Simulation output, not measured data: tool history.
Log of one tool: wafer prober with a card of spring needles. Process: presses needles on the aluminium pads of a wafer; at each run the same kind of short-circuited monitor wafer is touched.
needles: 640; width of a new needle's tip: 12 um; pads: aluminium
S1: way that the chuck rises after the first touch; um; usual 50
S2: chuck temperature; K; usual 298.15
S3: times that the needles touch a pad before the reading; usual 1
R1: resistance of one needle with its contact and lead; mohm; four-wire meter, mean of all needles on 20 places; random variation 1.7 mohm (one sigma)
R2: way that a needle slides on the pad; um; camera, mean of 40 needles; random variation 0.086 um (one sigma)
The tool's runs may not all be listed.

Run 1, day 0.000: usual settings. Result: R1 180 mohm, R2 11.14 um.
Run 2, day 1.008: usual settings. Result: R1 246 mohm, R2 11.24 um.
At day 1.600: tips cleaned on abrasive film.
Run 3, day 1.762: usual settings. Result: R1 302 mohm, R2 10.91 um.
Run 4, day 2.817: usual settings but S3 2. Result: R1 246 mohm, R2 10.93 um.
At day 3.204: tips cleaned on abrasive film.
Run 5, day 3.662: usual settings but S2 313.15 K, S3 2. Result: R1 206 mohm, R2 10.98 um.
Run 6, day 4.117: usual settings but S2 313.15 K, S3 2. Result: R1 220 mohm, R2 10.96 um.
Run 7, day 4.733: usual settings but S2 313.15 K, S3 2. Result: R1 233 mohm, R2 10.88 um.
At day 4.800: tips cleaned on abrasive film.
Run 8, day 5.804: usual settings but S1 34 um. Result: R1 370 mohm, R2 7.07 um.
Run 9, day 6.325: usual settings but S1 34 um, S3 3. Result: R1 262 mohm, R2 7.21 um.
At day 6.388: tips cleaned on abrasive film.
Run 10, day 7.083: usual settings but S1 67 um. Result: R1 206 mohm, R2 14.87 um.
At day 7.454: tips cleaned on abrasive film, once more.
Run 11, day 7.929: usual settings. Result: R1 229 mohm, R2 10.85 um.
At day 8.146: height of the first contact set anew.
Run 12, day 8.588: usual settings. Result: R1 250 mohm, R2 11.67 um.
At day 9.088: tips cleaned on abrasive film.
Run 13, day 9.088: usual settings but S1 64 um. Result: R1 170 mohm, R2 15.02 um.
Run 14, day 9.954: usual settings but S1 64 um. Result: R1 207 mohm, R2 15.11 um.
At day 10.708: tips cleaned on abrasive film.
Run 15, day 10.996: usual settings but S1 64 um. Result: R1 186 mohm, R2 14.77 um.
Run 16, day 12.021: usual settings but S1 64 um. Result: R1 220 mohm, R2 14.74 um.
At day 12.300: tips cleaned on abrasive film.
Run 17, day 12.679: usual settings but S1 64 um. Result: R1 193 mohm, R2 15.05 um.
Run 18, day 13.283: usual settings. Result: R1 245 mohm, R2 11.74 um.
At day 13.942: tips cleaned on abrasive film.
Run 19, day 14.279: usual settings. Result: R1 212 mohm, R2 11.70 um.
Run 20, day 15.233: usual settings but S1 46 um, S2 350.15 K. Result: R1 274 mohm, R2 10.61 um.
At day 15.546: tips cleaned on abrasive film.
Run 21, day 15.812: usual settings but S1 46 um, S2 350.15 K. Result: R1 223 mohm, R2 10.71 um.
Run 22, day 16.296: usual settings but S1 40 um. Result: R1 277 mohm, R2 9.24 um.
Run 23, day 16.808: usual settings but S1 37 um. Result: R1 330 mohm, R2 8.77 um.
At day 17.150: tips cleaned on abrasive film.
Run 24, day 17.283: usual settings but S3 2. Result: R1 184 mohm, R2 11.43 um.
Run 25, day 18.125: usual settings but S1 37 um, S2 320.15 K. Result: R1 309 mohm, R2 8.56 um.
At day 18.779: tips cleaned on abrasive film.
Run 26, day 19.088: usual settings but S1 34 um, S2 393.15 K. Result: R1 280 mohm, R2 7.82 um.
Run 27, day 20.117: usual settings but S1 34 um, S2 393.15 K. Result: R1 353 mohm, R2 7.89 um.
At day 20.354: tips cleaned on abrasive film.
Run 28, day 21.121: usual settings but S1 43 um, S2 321.15 K. Result: R1 270 mohm, R2 9.90 um.
At day 21.929: tips cleaned on abrasive film.
Run 29, day 22.062: usual settings but S1 43 um, S2 321.15 K. Result: R1 209 mohm, R2 9.95 um.
Run 30, day 22.871: usual settings but S1 43 um, S2 321.15 K. Result: R1 271 mohm, R2 9.88 um.
At day 23.592: tips cleaned on abrasive film.
Run 31, day 23.675: usual settings but S1 36 um, S2 321.15 K, S3 2. Result: R1 201 mohm, R2 8.33 um.
Run 32, day 24.562: usual settings but S2 328.15 K, S3 2. Result: R1 222 mohm, R2 11.45 um.
At day 25.183: tips cleaned on abrasive film.
Run 33, day 25.308: usual settings but S2 328.15 K, S3 2. Result: R1 193 mohm, R2 11.49 um.
Run 34, day 26.388: usual settings but S1 43 um, S2 367.15 K. Result: R1 292 mohm, R2 9.78 um.
At day 26.754: tips cleaned on abrasive film.
Run 35, day 26.962: usual settings but S1 43 um, S2 367.15 K. Result: R1 228 mohm, R2 9.88 um.

Forecast each of these 3 alternatives for the next run:
Run A, day 27.533: usual settings but S1 51 um, S2 299.15 K. Result: R1 ?, R2 ?.
Run B, day 27.533: usual settings but S1 36 um, S2 385.15 K. Result: R1 ?, R2 ?.
Run C, day 27.533: usual settings but S1 52 um, S3 2. Result: R1 ?, R2 ?.

run   R1     R2
  A  244  11.81
  B  319   8.15
  C  211  12.03
Without the tool's hidden state the same runs would have given:
run   R1     R2
  A  171  12.06
  B  199   8.40
  C  168  12.28

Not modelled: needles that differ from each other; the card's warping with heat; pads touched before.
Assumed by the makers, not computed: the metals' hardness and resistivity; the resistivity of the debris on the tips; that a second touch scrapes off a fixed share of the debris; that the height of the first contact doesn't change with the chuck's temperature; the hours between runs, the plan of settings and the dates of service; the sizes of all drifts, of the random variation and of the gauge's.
